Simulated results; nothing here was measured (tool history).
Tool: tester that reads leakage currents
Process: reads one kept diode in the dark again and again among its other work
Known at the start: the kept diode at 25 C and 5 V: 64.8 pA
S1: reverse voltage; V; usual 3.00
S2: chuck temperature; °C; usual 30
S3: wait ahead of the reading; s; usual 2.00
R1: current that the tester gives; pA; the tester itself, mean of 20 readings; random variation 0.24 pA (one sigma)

run	hour	S1	S2	S3	R1
1	0.0	3.00	30	2.00	83.26
2	48.0	3.00	30	2.00	83.66
3	90.0	3.00	30	2.00	83.63
4	150.6	3.00	30	2.00	84.21
5	226.9	3.00	30	2.00	84.66
6	277.7	3.00	51	2.00	443.62
7	350.7	3.00	51	2.00	441.68
8	386.1	3.00	51	2.00	443.42
# hour 393.4: chuck's temperature calibrated
9	423.7	3.00	51	2.00	448.56
10	458.7	3.00	51	2.00	449.37
11	492.0	3.00	51	2.00	450.52
12	556.4	3.73	30	2.00	97.04
13	603.0	3.73	30	2.00	97.00
14	685.1	3.00	30	3.17	87.74
15	746.6	17.32	41	3.94	499.46
# hour 771.8: chuck's temperature calibrated, once more
16	823.8	1.38	39	2.00	117.33
17	864.7	1.38	39	2.00	117.26
18	899.6	1.38	39	2.00	117.75
19	955.8	1.38	39	2.00	118.47
20	1004.3	1.38	39	2.00	117.94
21	1078.5	1.60	21	2.00	28.94
22	1132.2	3.00	47	1.55	320.67
23	1210.4	3.00	24	3.73	51.15
24	1262.8	1.04	54	4.13	328.74
25	1324.3	9.60	30	4.55	151.44
26	1391.1	9.60	30	4.55	152.26

The same runs without the tool's hidden state, with the same run-to-run variation:
The hidden state here: stray current of the dirty probe card, pA a volt; current scale over the true one, %; true chuck temperature over the reading, C; drift of the gauge itself on leakage_pa, %.
run	R1
1	79.00
2	79.19
3	78.98
4	79.28
5	79.38
6	425.81
7	422.96
8	424.08
9	422.57
10	422.85
11	423.44
12	87.79
13	87.55
14	79.13
15	450.64
16	115.44
17	115.19
18	115.50
19	115.96
20	115.22
21	26.75
22	312.71
23	46.68
24	321.62
25	136.30
26	136.49
